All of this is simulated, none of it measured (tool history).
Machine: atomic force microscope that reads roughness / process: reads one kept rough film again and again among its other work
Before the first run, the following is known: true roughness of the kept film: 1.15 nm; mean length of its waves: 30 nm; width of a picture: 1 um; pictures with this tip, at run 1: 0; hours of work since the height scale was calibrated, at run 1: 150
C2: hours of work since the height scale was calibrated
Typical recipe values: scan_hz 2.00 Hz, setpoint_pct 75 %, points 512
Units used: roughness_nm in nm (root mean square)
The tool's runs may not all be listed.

run 1 hour=0.0 | scan_hz=2.00 setpoint_pct=75 points=512 | pictures_with_this_tip=0 C2=150 | roughness_nm=0.998
run 2 hour=11.5 | scan_hz=2.00 setpoint_pct=62 points=512 | pictures_with_this_tip=19 C2=158 | roughness_nm=1.041
run 3 hour=28.5 | scan_hz=2.00 setpoint_pct=62 points=512 | pictures_with_this_tip=47 C2=169 | roughness_nm=1.015
run 4 hour=43.3 | scan_hz=2.00 setpoint_pct=75 points=512 | pictures_with_this_tip=71 C2=178 | roughness_nm=0.968
run 5 hour=56.2 | scan_hz=2.00 setpoint_pct=75 points=512 | pictures_with_this_tip=92 C2=186 | roughness_nm=0.937
run 6 hour=72.0 | scan_hz=2.00 setpoint_pct=75 points=512 | pictures_with_this_tip=118 C2=196 | roughness_nm=0.938
run 7 hour=85.1 | scan_hz=0.90 setpoint_pct=75 points=512 | pictures_with_this_tip=140 C2=205 | roughness_nm=0.967
-- hour=87.5 new tip fitted
run 8 hour=97.8 | scan_hz=0.90 setpoint_pct=75 points=512 | pictures_with_this_tip=17 C2=213 | roughness_nm=1.030
run 9 hour=114.8 | scan_hz=2.00 setpoint_pct=75 points=512 | pictures_with_this_tip=44 C2=224 | roughness_nm=0.985
run 10 hour=130.7 | scan_hz=2.00 setpoint_pct=73 points=512 | pictures_with_this_tip=70 C2=234 | roughness_nm=0.970
run 11 hour=144.6 | scan_hz=2.00 setpoint_pct=75 points=512 | pictures_with_this_tip=93 C2=243 | roughness_nm=0.943
run 12 hour=154.9 | scan_hz=2.00 setpoint_pct=75 points=512 | pictures_with_this_tip=110 C2=249 | roughness_nm=0.937
run 13 hour=169.1 | scan_hz=1.02 setpoint_pct=75 points=512 | pictures_with_this_tip=133 C2=258 | roughness_nm=0.964
-- hour=174.3 new tip fitted
run 14 hour=182.6 | scan_hz=1.02 setpoint_pct=56 points=512 | pictures_with_this_tip=13 C2=267 | roughness_nm=1.066
-- hour=184.7 height scale calibrated on a step standard
run 15 hour=199.3 | scan_hz=2.00 setpoint_pct=57 points=512 | pictures_with_this_tip=39 C2=9 | roughness_nm=1.032
run 16 hour=210.0 | scan_hz=2.00 setpoint_pct=57 points=512 | pictures_with_this_tip=57 C2=16 | roughness_nm=1.023
run 17 hour=220.1 | scan_hz=2.00 setpoint_pct=57 points=512 | pictures_with_this_tip=73 C2=23 | roughness_nm=1.025
run 18 hour=233.6 | scan_hz=2.00 setpoint_pct=57 points=512 | pictures_with_this_tip=95 C2=31 | roughness_nm=0.997
-- hour=253.3 height scale calibrated on a step standard, once more
run 19 hour=253.4 | scan_hz=2.00 setpoint_pct=75 points=512 | pictures_with_this_tip=126 C2=0 | roughness_nm=0.934
-- hour=264.0 new tip fitted
run 20 hour=264.8 | scan_hz=2.00 setpoint_pct=75 points=512 | pictures_with_this_tip=2 C2=7 | roughness_nm=0.994
run 21 hour=284.4 | scan_hz=2.00 setpoint_pct=75 points=294 | pictures_with_this_tip=34 C2=20 | roughness_nm=0.960
run 22 hour=296.9 | scan_hz=2.00 setpoint_pct=75 points=349 | pictures_with_this_tip=54 C2=28 | roughness_nm=0.951
run 23 hour=315.9 | scan_hz=2.07 setpoint_pct=75 points=512 | pictures_with_this_tip=85 C2=40 | roughness_nm=0.948
run 24 hour=329.1 | scan_hz=2.07 setpoint_pct=85 points=611 | pictures_with_this_tip=107 C2=48 | roughness_nm=0.892
run 25 hour=339.6 | scan_hz=2.00 setpoint_pct=84 points=448 | pictures_with_this_tip=124 C2=55 | roughness_nm=0.888
-- hour=350.3 new tip fitted
run 26 hour=352.7 | scan_hz=2.00 setpoint_pct=84 points=448 | pictures_with_this_tip=3 C2=63 | roughness_nm=0.960
run 27 hour=367.8 | scan_hz=2.00 setpoint_pct=70 points=448 | pictures_with_this_tip=28 C2=73 | roughness_nm=0.989
run 28 hour=375.9 | scan_hz=2.00 setpoint_pct=70 points=448 | pictures_with_this_tip=41 C2=78 | roughness_nm=0.991
run 29 hour=386.6 | scan_hz=1.59 setpoint_pct=75 points=639 | pictures_with_this_tip=59 C2=85 | roughness_nm=0.981
run 30 hour=397.1 | scan_hz=0.82 setpoint_pct=75 points=256 | pictures_with_this_tip=76 C2=92 | roughness_nm=0.986
run 31 hour=415.8 | scan_hz=1.90 setpoint_pct=59 points=648 | pictures_with_this_tip=107 C2=104 | roughness_nm=0.993
run 32 hour=432.8 | scan_hz=2.99 setpoint_pct=75 points=290 | pictures_with_this_tip=135 C2=114 | roughness_nm=0.880
-- hour=438.1 new tip fitted
run 33 hour=448.6 | scan_hz=1.90 setpoint_pct=58 points=484 | pictures_with_this_tip=17 C2=124 | roughness_nm=1.045
run 34 hour=463.7 | scan_hz=2.00 setpoint_pct=73 points=512 | pictures_with_this_tip=42 C2=134 | roughness_nm=0.980
run 35 hour=483.6 | scan_hz=2.00 setpoint_pct=78 points=512 | pictures_with_this_tip=75 C2=147 | roughness_nm=0.944
run 36 hour=500.2 | scan_hz=2.00 setpoint_pct=65 points=512 | pictures_with_this_tip=102 C2=157 | roughness_nm=0.983
run 37 hour=517.2 | scan_hz=2.00 setpoint_pct=65 points=512 | pictures_with_this_tip=130 C2=168 | roughness_nm=0.968
-- hour=525.1 new tip fitted
run 38 hour=528.3 | scan_hz=2.00 setpoint_pct=65 points=512 | pictures_with_this_tip=5 C2=175 | roughness_nm=1.035
run 39 hour=543.6 | scan_hz=2.79 setpoint_pct=65 points=791 | pictures_with_this_tip=30 C2=185 | roughness_nm=0.998
run 40 hour=562.6 | scan_hz=2.79 setpoint_pct=65 points=791 | pictures_with_this_tip=61 C2=197 | roughness_nm=0.981
run 41 hour=573.3 | scan_hz=2.79 setpoint_pct=65 points=791 | pictures_with_this_tip=78 C2=204 | roughness_nm=0.976
run 42 hour=589.0 | scan_hz=2.79 setpoint_pct=65 points=791 | pictures_with_this_tip=104 C2=214 | roughness_nm=0.949
run 43 hour=608.9 | scan_hz=3.45 setpoint_pct=75 points=512 | pictures_with_this_tip=137 C2=227 | roughness_nm=0.870

Table of differences, measured result less the result of that run with no hidden state. Run-to-run variation is the same in both. Gauge scatter possibly is not:
Hidden conditions of the tool in this case: radius of the tip, nm; height scale over the true one, %; drift of the gauge itself on roughness_nm, %.
run=1 roughness_nm=-0.001
run=2 roughness_nm=-0.013
run=3 roughness_nm=-0.029
run=4 roughness_nm=-0.040
run=5 roughness_nm=-0.052
run=6 roughness_nm=-0.064
run=7 roughness_nm=-0.078
run=8 roughness_nm=-0.012
run=9 roughness_nm=-0.028
run=10 roughness_nm=-0.043
run=11 roughness_nm=-0.055
run=12 roughness_nm=-0.062
run=13 roughness_nm=-0.078
run=14 roughness_nm=-0.010
run=15 roughness_nm=-0.024
run=16 roughness_nm=-0.035
run=17 roughness_nm=-0.044
run=18 roughness_nm=-0.056
run=19 roughness_nm=-0.073
run=20 roughness_nm=-0.007
run=21 roughness_nm=-0.027
run=22 roughness_nm=-0.037
run=23 roughness_nm=-0.055
run=24 roughness_nm=-0.063
run=25 roughness_nm=-0.072
run=26 roughness_nm=-0.003
run=27 roughness_nm=-0.019
run=28 roughness_nm=-0.026
run=29 roughness_nm=-0.038
run=30 roughness_nm=-0.048
run=31 roughness_nm=-0.066
run=32 roughness_nm=-0.074
run=33 roughness_nm=-0.013
run=34 roughness_nm=-0.026
run=35 roughness_nm=-0.042
run=36 roughness_nm=-0.058
run=37 roughness_nm=-0.074
run=38 roughness_nm=-0.004
run=39 roughness_nm=-0.019
run=40 roughness_nm=-0.038
run=41 roughness_nm=-0.047
run=42 roughness_nm=-0.061
run=43 roughness_nm=-0.073
